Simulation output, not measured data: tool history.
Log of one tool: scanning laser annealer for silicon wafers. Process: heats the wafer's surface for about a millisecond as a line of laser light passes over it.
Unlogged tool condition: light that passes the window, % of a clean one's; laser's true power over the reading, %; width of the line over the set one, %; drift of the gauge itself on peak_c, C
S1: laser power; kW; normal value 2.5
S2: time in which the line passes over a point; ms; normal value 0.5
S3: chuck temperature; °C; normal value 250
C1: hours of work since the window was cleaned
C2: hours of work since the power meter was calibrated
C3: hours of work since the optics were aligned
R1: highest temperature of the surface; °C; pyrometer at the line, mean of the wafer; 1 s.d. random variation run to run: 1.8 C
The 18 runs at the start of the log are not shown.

run	hour	S1	S2	S3	C1	C2	C3	R1
19	971.6	2.5	0.5	235	225	1883	972	1059
20	1035.3	2.5	0.5	272	258	1917	1006	1096
21	1080.3	2.5	0.5	272	282	1940	1029	1093
22	1133.3	2.196	0.609	249	310	1968	1057	1042
23	1179.9	2.196	0.609	249	334	1993	1082	1037
24	1247.6	2.196	0.609	249	370	2028	1117	1038
25	1306.5	2.179	0.5	280	401	2059	1148	983
26	1367.7	2.527	0.52	280	433	2091	1180	1124
# hour 1404.5: optics aligned, line set to its width
27	1441.1	2.164	0.5	278	469	2127	19	982
28	1496.8	2.24	0.398	288	498	2156	48	934
29	1529.5	2.384	0.368	217	515	2174	66	880
30	1604.1	2.384	0.46	217	554	2213	105	963
31	1650.5	2.554	0.395	268	579	2237	129	1007
32	1694.2	2.554	0.395	268	602	2260	152	1005
# hour 1702.8: window over the wafer cleaned
33	1735.4	2.554	0.395	268	17	2281	173	1022
34	1778.3	2.518	0.398	216	40	2303	195	959
35	1843.4	2.618	0.473	223	74	2337	229	1075
36	1914.5	2.618	0.522	222	111	2375	267	1118
37	1968	2.618	0.522	222	139	2403	295	1116
38	2042.6	2.618	0.522	222	178	2442	334	1116
39	2110.3	2.35	0.5	243	214	2477	370	1018
40	2147	2.35	0.5	243	233	2497	389	1017
41	2198.5	2.35	0.5	243	260	2524	416	1014

What if the next run were any one of these 4? Each begins from the tool's condition after run 41:
A	2235.5	2.417	0.5	250	280	2543	435	?
B	2235.5	2.508	0.436	284	280	2543	435	?
C	2235.5	2.596	0.5	235	280	2543	435	?
D	2235.5	2.162	0.5	250	280	2543	435	?

run	R1
A	1046
B	1053
C	1095
D	956
Had the tool no hidden state, the same runs would have come out as:
run	R1
A	1051
B	1059
C	1101
D	961
